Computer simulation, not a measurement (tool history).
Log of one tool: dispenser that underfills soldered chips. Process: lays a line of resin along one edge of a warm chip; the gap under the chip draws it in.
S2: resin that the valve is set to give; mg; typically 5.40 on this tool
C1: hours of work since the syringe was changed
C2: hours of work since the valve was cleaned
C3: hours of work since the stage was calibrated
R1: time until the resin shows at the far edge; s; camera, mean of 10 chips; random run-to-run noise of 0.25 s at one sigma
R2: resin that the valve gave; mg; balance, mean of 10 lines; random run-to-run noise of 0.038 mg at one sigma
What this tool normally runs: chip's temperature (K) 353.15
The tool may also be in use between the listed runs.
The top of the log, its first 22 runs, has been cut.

{"run": 23, "hour": 123.6, "chip's temperature (K)": 356.15, "S2": 6.88, "C1": 3, "C2": 94, "C3": 84, "R1": 9.5, "R2": 6.31}
{"hour": 129.3, "done": "new syringe of resin"}
{"run": 24, "hour": 129.3, "chip's temperature (K)": 343.15, "S2": 5.4, "C1": 0, "C2": 97, "C3": 88, "R1": 13.2, "R2": 4.98}
{"run": 25, "hour": 136.7, "chip's temperature (K)": 346.15, "S2": 6.26, "C1": 5, "C2": 102, "C3": 92, "R1": 15.7, "R2": 5.63}
{"hour": 140.0, "done": "new syringe of resin"}
{"run": 26, "hour": 144.2, "chip's temperature (K)": 354.15, "S2": 5.04, "C1": 3, "C2": 107, "C3": 97, "R1": 11.2, "R2": 4.5}
{"run": 27, "hour": 149.8, "chip's temperature (K)": 365.15, "S2": 6.12, "C1": 7, "C2": 111, "C3": 101, "R1": 8.8, "R2": 5.49}
{"hour": 150.5, "done": "new syringe of resin"}
{"run": 28, "hour": 155.0, "chip's temperature (K)": 340.15, "S2": 4.87, "C1": 3, "C2": 114, "C3": 104, "R1": 19.1, "R2": 4.3}
{"run": 29, "hour": 160.4, "chip's temperature (K)": 343.15, "S2": 6.31, "C1": 6, "C2": 118, "C3": 108, "R1": 19.2, "R2": 5.61}
{"hour": 161.3, "done": "new syringe of resin"}
{"run": 30, "hour": 164.9, "chip's temperature (K)": 363.15, "S2": 4.84, "C1": 2, "C2": 120, "C3": 110, "R1": 8.0, "R2": 4.3}
{"run": 31, "hour": 170.8, "chip's temperature (K)": 361.15, "S2": 6.45, "C1": 6, "C2": 124, "C3": 114, "R1": 9.6, "R2": 5.76}
{"hour": 171.7, "done": "new syringe of resin"}
{"run": 32, "hour": 177.4, "chip's temperature (K)": 361.15, "S2": 6.45, "C1": 4, "C2": 128, "C3": 119, "R1": 8.6, "R2": 5.72}
{"run": 33, "hour": 181.1, "chip's temperature (K)": 346.15, "S2": 5.13, "C1": 6, "C2": 131, "C3": 121, "R1": 18.0, "R2": 4.49}
{"hour": 182.4, "done": "new syringe of resin"}
{"run": 34, "hour": 185.2, "chip's temperature (K)": 355.15, "S2": 5.56, "C1": 2, "C2": 133, "C3": 123, "R1": 9.6, "R2": 4.85}
{"run": 35, "hour": 188.8, "chip's temperature (K)": 341.15, "S2": 6.35, "C1": 4, "C2": 136, "C3": 126, "R1": 18.0, "R2": 5.55}

Below are 5 alternative next runs, each starting from the tool's condition after run 35. Predict each:
{"run": "A", "hour": 192.3, "chip's temperature (K)": 361.15, "S2": 6.17, "C1": 6, "C2": 138, "C3": 128, "R1": "?", "R2": "?"}
{"run": "B", "hour": 192.3, "chip's temperature (K)": 342.15, "S2": 6.35, "C1": 6, "C2": 138, "C3": 128, "R1": "?", "R2": "?"}
{"run": "C", "hour": 192.3, "chip's temperature (K)": 363.15, "S2": 5.17, "C1": 6, "C2": 138, "C3": 128, "R1": "?", "R2": "?"}
{"run": "D", "hour": 192.3, "chip's temperature (K)": 353.15, "S2": 6.08, "C1": 6, "C2": 138, "C3": 128, "R1": "?", "R2": "?"}
{"run": "E", "hour": 192.3, "chip's temperature (K)": 362.15, "S2": 6.3, "C1": 6, "C2": 138, "C3": 128, "R1": "?", "R2": "?"}

run=A R1=10.0 R2=5.35
run=B R1=20.6 R2=5.49
run=C R1=9.9 R2=4.49
run=D R1=13.3 R2=5.34
run=E R1=9.8 R2=5.46
Had the tool no hidden state, the same runs would have come out as:
run=A R1=7.0 R2=6.16
run=B R1=14.6 R2=6.31
run=C R1=6.7 R2=5.17
run=D R1=9.3 R2=6.13
run=E R1=6.9 R2=6.28
